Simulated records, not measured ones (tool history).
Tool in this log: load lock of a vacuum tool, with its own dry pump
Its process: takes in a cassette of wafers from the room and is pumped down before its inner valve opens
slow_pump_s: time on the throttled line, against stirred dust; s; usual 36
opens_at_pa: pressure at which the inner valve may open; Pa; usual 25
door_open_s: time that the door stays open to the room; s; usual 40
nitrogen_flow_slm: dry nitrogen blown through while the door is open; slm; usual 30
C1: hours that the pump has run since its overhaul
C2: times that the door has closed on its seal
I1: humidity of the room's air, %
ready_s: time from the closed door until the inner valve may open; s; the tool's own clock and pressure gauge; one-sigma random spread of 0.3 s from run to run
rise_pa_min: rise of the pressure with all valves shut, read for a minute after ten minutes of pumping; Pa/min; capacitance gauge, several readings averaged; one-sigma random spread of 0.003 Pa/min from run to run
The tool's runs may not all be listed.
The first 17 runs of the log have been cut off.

{"run": 18, "day": 80.758, "slow_pump_s": 36, "opens_at_pa": 25, "door_open_s": 140, "nitrogen_flow_slm": 30, "C1": 6349, "C2": 17855, "I1": 45.4, "ready_s": 73.9, "rise_pa_min": 0.027}
{"run": 19, "day": 84.067, "slow_pump_s": 36, "opens_at_pa": 25, "door_open_s": 140, "nitrogen_flow_slm": 30, "C1": 6428, "C2": 18035, "I1": 43.2, "ready_s": 74.1, "rise_pa_min": 0.026}
{"run": 20, "day": 87.358, "slow_pump_s": 46, "opens_at_pa": 20, "door_open_s": 116, "nitrogen_flow_slm": 18, "C1": 6507, "C2": 18214, "I1": 47.3, "ready_s": 83.2, "rise_pa_min": 0.031}
{"run": 21, "day": 92.354, "slow_pump_s": 46, "opens_at_pa": 20, "door_open_s": 116, "nitrogen_flow_slm": 18, "C1": 6627, "C2": 18487, "I1": 42.5, "ready_s": 82.3, "rise_pa_min": 0.029}
{"run": 22, "day": 98.85, "slow_pump_s": 24, "opens_at_pa": 46, "door_open_s": 172, "nitrogen_flow_slm": 9, "C1": 6783, "C2": 18840, "I1": 45.6, "ready_s": 61.4, "rise_pa_min": 0.037}
{"run": 23, "day": 102.217, "slow_pump_s": 24, "opens_at_pa": 46, "door_open_s": 172, "nitrogen_flow_slm": 9, "C1": 6864, "C2": 19024, "I1": 44.3, "ready_s": 61.5, "rise_pa_min": 0.044}
{"run": 24, "day": 108.392, "slow_pump_s": 24, "opens_at_pa": 46, "door_open_s": 172, "nitrogen_flow_slm": 9, "C1": 7012, "C2": 19360, "I1": 46.5, "ready_s": 61.5, "rise_pa_min": 0.036}
{"run": 25, "day": 114.092, "slow_pump_s": 36, "opens_at_pa": 49, "door_open_s": 40, "nitrogen_flow_slm": 30, "C1": 7149, "C2": 19671, "I1": 43.9, "ready_s": 69.3, "rise_pa_min": 0.014}
{"run": 26, "day": 117.017, "slow_pump_s": 20, "opens_at_pa": 39, "door_open_s": 150, "nitrogen_flow_slm": 6, "C1": 7219, "C2": 19830, "I1": 44.5, "ready_s": 59.6, "rise_pa_min": 0.041}
{"run": 27, "day": 120.908, "slow_pump_s": 20, "opens_at_pa": 39, "door_open_s": 150, "nitrogen_flow_slm": 6, "C1": 7312, "C2": 20042, "I1": 45.3, "ready_s": 59.6, "rise_pa_min": 0.038}
{"run": 28, "day": 126.562, "slow_pump_s": 36, "opens_at_pa": 46, "door_open_s": 98, "nitrogen_flow_slm": 30, "C1": 7448, "C2": 20350, "I1": 45.2, "ready_s": 70.4, "rise_pa_min": 0.02}
{"run": 29, "day": 130.775, "slow_pump_s": 44, "opens_at_pa": 19, "door_open_s": 106, "nitrogen_flow_slm": 30, "C1": 7549, "C2": 20580, "I1": 45.7, "ready_s": 80.8, "rise_pa_min": 0.025}
{"run": 30, "day": 136.654, "slow_pump_s": 71, "opens_at_pa": 48, "door_open_s": 40, "nitrogen_flow_slm": 11, "C1": 7690, "C2": 20900, "I1": 46.5, "ready_s": 95.3, "rise_pa_min": 0.019}
{"run": 31, "day": 142.467, "slow_pump_s": 36, "opens_at_pa": 25, "door_open_s": 66, "nitrogen_flow_slm": 30, "C1": 7830, "C2": 21216, "I1": 45.8, "ready_s": 73.5, "rise_pa_min": 0.019}
{"run": 32, "day": 147.479, "slow_pump_s": 29, "opens_at_pa": 25, "door_open_s": 66, "nitrogen_flow_slm": 30, "C1": 7950, "C2": 21490, "I1": 44.4, "ready_s": 67.9, "rise_pa_min": 0.018}
{"run": 33, "day": 151.188, "slow_pump_s": 29, "opens_at_pa": 25, "door_open_s": 66, "nitrogen_flow_slm": 30, "C1": 8039, "C2": 21692, "I1": 44.9, "ready_s": 68.8, "rise_pa_min": 0.02}
{"run": 34, "day": 157.625, "slow_pump_s": 29, "opens_at_pa": 42, "door_open_s": 66, "nitrogen_flow_slm": 24, "C1": 8193, "C2": 22042, "I1": 42.3, "ready_s": 65.8, "rise_pa_min": 0.017}
{"run": 35, "day": 161.688, "slow_pump_s": 29, "opens_at_pa": 42, "door_open_s": 66, "nitrogen_flow_slm": 24, "C1": 8291, "C2": 22264, "I1": 42.8, "ready_s": 65.5, "rise_pa_min": 0.018}
{"run": 36, "day": 168.312, "slow_pump_s": 32, "opens_at_pa": 27, "door_open_s": 69, "nitrogen_flow_slm": 6, "C1": 8450, "C2": 22624, "I1": 41.5, "ready_s": 69.8, "rise_pa_min": 0.027}

3 options for the next run, each taken on its own from the tool as it stands now. Forecast them:
{"run": "A", "day": 172.775, "slow_pump_s": 18, "opens_at_pa": 19, "door_open_s": 40, "nitrogen_flow_slm": 32, "C1": 8557, "C2": 22868, "I1": 44.6, "ready_s": "?", "rise_pa_min": "?"}
{"run": "B", "day": 172.775, "slow_pump_s": 36, "opens_at_pa": 44, "door_open_s": 29, "nitrogen_flow_slm": 30, "C1": 8557, "C2": 22868, "I1": 45.2, "ready_s": "?", "rise_pa_min": "?"}
{"run": "C", "day": 172.775, "slow_pump_s": 32, "opens_at_pa": 18, "door_open_s": 69, "nitrogen_flow_slm": 12, "C1": 8557, "C2": 22868, "I1": 42.9, "ready_s": "?", "rise_pa_min": "?"}

run=A ready_s=61.6 rise_pa_min=0.014
run=B ready_s=70 rise_pa_min=0.015
run=C ready_s=72.5 rise_pa_min=0.027
The same runs, with their run-to-run variation unchanged, on a tool lacking any hidden condition would have given:
run=A ready_s=61.6 rise_pa_min=0.013
run=B ready_s=70 rise_pa_min=0.015
run=C ready_s=72.4 rise_pa_min=0.026
